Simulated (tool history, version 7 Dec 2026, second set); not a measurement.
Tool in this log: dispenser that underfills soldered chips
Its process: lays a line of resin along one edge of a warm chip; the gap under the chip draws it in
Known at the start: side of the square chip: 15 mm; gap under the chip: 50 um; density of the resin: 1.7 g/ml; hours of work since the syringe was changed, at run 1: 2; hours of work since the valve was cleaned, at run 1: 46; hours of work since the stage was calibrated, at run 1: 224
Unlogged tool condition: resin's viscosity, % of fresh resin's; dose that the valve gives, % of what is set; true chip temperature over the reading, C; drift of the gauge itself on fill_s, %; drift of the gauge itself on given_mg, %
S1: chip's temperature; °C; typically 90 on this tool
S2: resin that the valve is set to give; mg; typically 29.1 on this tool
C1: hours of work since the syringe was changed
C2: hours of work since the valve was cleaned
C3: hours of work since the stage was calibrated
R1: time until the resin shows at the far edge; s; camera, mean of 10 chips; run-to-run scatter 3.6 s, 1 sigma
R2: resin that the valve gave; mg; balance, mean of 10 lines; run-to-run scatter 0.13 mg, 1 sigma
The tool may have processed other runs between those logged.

Run 1, day 0: usual settings; C1 2; C2 46; C3 224. Result: R1 426.3 s, R2 27.92 mg.
Run 2, day 0.271: usual settings but S1 85 °C; C1 7; C2 51; C3 228. Result: R1 718.5 s, R2 27.99 mg.
At day 0.475: new syringe of resin.
Run 3, day 0.65: usual settings but S1 85 °C, S2 28.4 mg; C1 3; C2 57; C3 235. Result: R1 594.1 s, R2 27.14 mg.
Run 4, day 1.004: usual settings but S1 85 °C, S2 28.4 mg; C1 9; C2 64; C3 241. Result: R1 882.3 s, R2 26.91 mg.
At day 1.054: new syringe of resin.
Run 5, day 1.258: usual settings but S1 85 °C, S2 28.4 mg; C1 4; C2 68; C3 245. Result: R1 613.2 s, R2 27.05 mg.
Run 6, day 1.429: usual settings but S1 85 °C, S2 28.4 mg; C1 7; C2 71; C3 248. Result: R1 734.2 s, R2 26.8 mg.
At day 1.65: new syringe of resin.
Run 7, day 1.871: usual settings but S2 26.6 mg; C1 4; C2 78; C3 256. Result: R1 494.6 s, R2 24.9 mg.
Run 8, day 2.042: usual settings but S2 26.6 mg; C1 7; C2 81; C3 259. Result: R1 604.8 s, R2 24.84 mg.
At day 2.25: new syringe of resin.
Run 9, day 2.425: usual settings but S1 85 °C, S2 33.7 mg; C1 3; C2 88; C3 265. Result: R1 573.2 s, R2 31.16 mg.
Run 10, day 2.688: usual settings but S1 86 °C; C1 8; C2 92; C3 270. Result: R1 744.9 s, R2 27.02 mg.

Predict the results of run 11:
At day 2.85: new syringe of resin.
Run 11, day 2.938: usual settings but S1 86 °C; C1 2; C2 96; C3 274. Result: R1 ?, R2 ?.

Logged for run 11: R1 508.8 s, R2 26.76 mg.
On a tool with no hidden condition, and with the same random variation, this run would have come out at R1 428.9 s, R2 29.04 mg.
